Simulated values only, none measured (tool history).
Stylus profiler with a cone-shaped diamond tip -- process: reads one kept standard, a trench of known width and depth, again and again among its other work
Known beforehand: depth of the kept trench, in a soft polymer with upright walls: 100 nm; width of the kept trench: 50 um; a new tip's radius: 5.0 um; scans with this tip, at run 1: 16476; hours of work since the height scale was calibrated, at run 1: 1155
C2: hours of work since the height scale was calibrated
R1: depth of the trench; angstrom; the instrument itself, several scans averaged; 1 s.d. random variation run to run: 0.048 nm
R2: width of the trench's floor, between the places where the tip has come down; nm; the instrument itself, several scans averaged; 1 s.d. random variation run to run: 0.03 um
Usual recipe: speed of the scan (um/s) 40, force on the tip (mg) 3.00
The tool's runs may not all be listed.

run 1 hour=0.0 | speed_of_the_scan_(um/s)=40 force_on_the_tip_(mg)=3.00 | scans_with_this_tip=16476 C2=1155 | R1=1018.5 R2=47870
run 2 hour=24.0 | speed_of_the_scan_(um/s)=40 force_on_the_tip_(mg)=3.00 | scans_with_this_tip=16683 C2=1170 | R1=1019.4 R2=47800
run 3 hour=70.2 | speed_of_the_scan_(um/s)=40 force_on_the_tip_(mg)=3.00 | scans_with_this_tip=17081 C2=1197 | R1=1019.5 R2=47860
run 4 hour=116.5 | speed_of_the_scan_(um/s)=30 force_on_the_tip_(mg)=3.00 | scans_with_this_tip=17479 C2=1225 | R1=1019.0 R2=47880
run 5 hour=161.6 | speed_of_the_scan_(um/s)=30 force_on_the_tip_(mg)=3.00 | scans_with_this_tip=17868 C2=1253 | R1=1018.8 R2=47870
run 6 hour=192.4 | speed_of_the_scan_(um/s)=40 force_on_the_tip_(mg)=6.09 | scans_with_this_tip=18133 C2=1271 | R1=1031.6 R2=47930
run 7 hour=216.1 | speed_of_the_scan_(um/s)=24 force_on_the_tip_(mg)=8.96 | scans_with_this_tip=18338 C2=1286 | R1=1039.6 R2=47950
run 8 hour=247.8 | speed_of_the_scan_(um/s)=23 force_on_the_tip_(mg)=2.93 | scans_with_this_tip=18611 C2=1305 | R1=1018.2 R2=47920
run 9 hour=283.0 | speed_of_the_scan_(um/s)=11 force_on_the_tip_(mg)=1.76 | scans_with_this_tip=18914 C2=1326 | R1=1013.4 R2=47970
run 10 hour=307.7 | speed_of_the_scan_(um/s)=22 force_on_the_tip_(mg)=1.55 | scans_with_this_tip=19126 C2=1341 | R1=1012.8 R2=47880
run 11 hour=343.0 | speed_of_the_scan_(um/s)=22 force_on_the_tip_(mg)=1.55 | scans_with_this_tip=19431 C2=1362 | R1=1011.9 R2=47930
run 12 hour=369.1 | speed_of_the_scan_(um/s)=40 force_on_the_tip_(mg)=1.22 | scans_with_this_tip=19655 C2=1378 | R1=1010.3 R2=47770

What if the next run were any one of these 3? Each begins from the tool's condition after run 12:
run A hour=408.6 | speed_of_the_scan_(um/s)=78 force_on_the_tip_(mg)=4.24 | scans_with_this_tip=19995 C2=1402 | R1=? R2=?
run B hour=408.6 | speed_of_the_scan_(um/s)=154 force_on_the_tip_(mg)=3.00 | scans_with_this_tip=19995 C2=1402 | R1=? R2=?
run C hour=408.6 | speed_of_the_scan_(um/s)=23 force_on_the_tip_(mg)=3.90 | scans_with_this_tip=19995 C2=1402 | R1=? R2=?

run=A R1=1024.2 R2=47800
run=B R1=1019.3 R2=47470
run=C R1=1021.5 R2=47930
With no hidden state in the tool, these same runs would have given:
run=A R1=1024.3 R2=47810
run=B R1=1019.3 R2=47480
run=C R1=1021.6 R2=47940

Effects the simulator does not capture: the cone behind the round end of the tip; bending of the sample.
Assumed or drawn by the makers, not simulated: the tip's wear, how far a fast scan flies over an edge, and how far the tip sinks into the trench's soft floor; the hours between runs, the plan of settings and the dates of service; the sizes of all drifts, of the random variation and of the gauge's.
